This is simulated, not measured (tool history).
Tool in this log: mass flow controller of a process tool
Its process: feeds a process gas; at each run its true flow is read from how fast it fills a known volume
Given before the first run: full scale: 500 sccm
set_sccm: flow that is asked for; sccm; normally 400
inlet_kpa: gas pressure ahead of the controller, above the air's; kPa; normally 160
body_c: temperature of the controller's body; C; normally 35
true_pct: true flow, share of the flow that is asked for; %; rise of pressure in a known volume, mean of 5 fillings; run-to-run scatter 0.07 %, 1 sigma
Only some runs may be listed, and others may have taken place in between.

run 1 day=0.000 | set_sccm=400 inlet_kpa=160 body_c=35 | true_pct=98.17
run 2 day=4.717 | set_sccm=400 inlet_kpa=160 body_c=35 | true_pct=98.33
run 3 day=11.208 | set_sccm=400 inlet_kpa=160 body_c=35 | true_pct=98.21
run 4 day=15.633 | set_sccm=400 inlet_kpa=160 body_c=35 | true_pct=98.17
run 5 day=21.950 | set_sccm=400 inlet_kpa=160 body_c=35 | true_pct=98.31
run 6 day=24.838 | set_sccm=400 inlet_kpa=160 body_c=35 | true_pct=98.17
run 7 day=28.250 | set_sccm=400 inlet_kpa=160 body_c=29 | true_pct=98.90
run 8 day=31.500 | set_sccm=90 inlet_kpa=160 body_c=35 | true_pct=95.38
run 9 day=36.054 | set_sccm=90 inlet_kpa=160 body_c=35 | true_pct=95.43
run 10 day=41.688 | set_sccm=90 inlet_kpa=160 body_c=35 | true_pct=95.17
run 11 day=45.083 | set_sccm=234 inlet_kpa=178 body_c=24 | true_pct=98.16
run 12 day=48.304 | set_sccm=95 inlet_kpa=179 body_c=34 | true_pct=95.57
run 13 day=52.162 | set_sccm=95 inlet_kpa=179 body_c=34 | true_pct=95.41
run 14 day=57.183 | set_sccm=53 inlet_kpa=179 body_c=21 | true_pct=94.97
run 15 day=62.088 | set_sccm=53 inlet_kpa=179 body_c=21 | true_pct=94.78
run 16 day=67.075 | set_sccm=258 inlet_kpa=160 body_c=26 | true_pct=97.92

Consider 5 possible next runs. They are alternatives, not a sequence: every one starts from the tool as it was left by run 16. What does each give?
run A day=73.100 | set_sccm=400 inlet_kpa=275 body_c=35 | true_pct=?
run B day=73.100 | set_sccm=55 inlet_kpa=186 body_c=31 | true_pct=?
run C day=73.100 | set_sccm=487 inlet_kpa=140 body_c=35 | true_pct=?
run D day=73.100 | set_sccm=312 inlet_kpa=172 body_c=32 | true_pct=?
run E day=73.100 | set_sccm=185 inlet_kpa=143 body_c=22 | true_pct=?

run=A true_pct=98.68
run=B true_pct=93.94
run=C true_pct=98.79
run=D true_pct=97.97
run=E true_pct=97.72
Had the tool no hidden state, the same runs would have come out as:
run=A true_pct=98.84
run=B true_pct=96.93
run=C true_pct=98.87
run=D true_pct=98.26
run=E true_pct=98.40

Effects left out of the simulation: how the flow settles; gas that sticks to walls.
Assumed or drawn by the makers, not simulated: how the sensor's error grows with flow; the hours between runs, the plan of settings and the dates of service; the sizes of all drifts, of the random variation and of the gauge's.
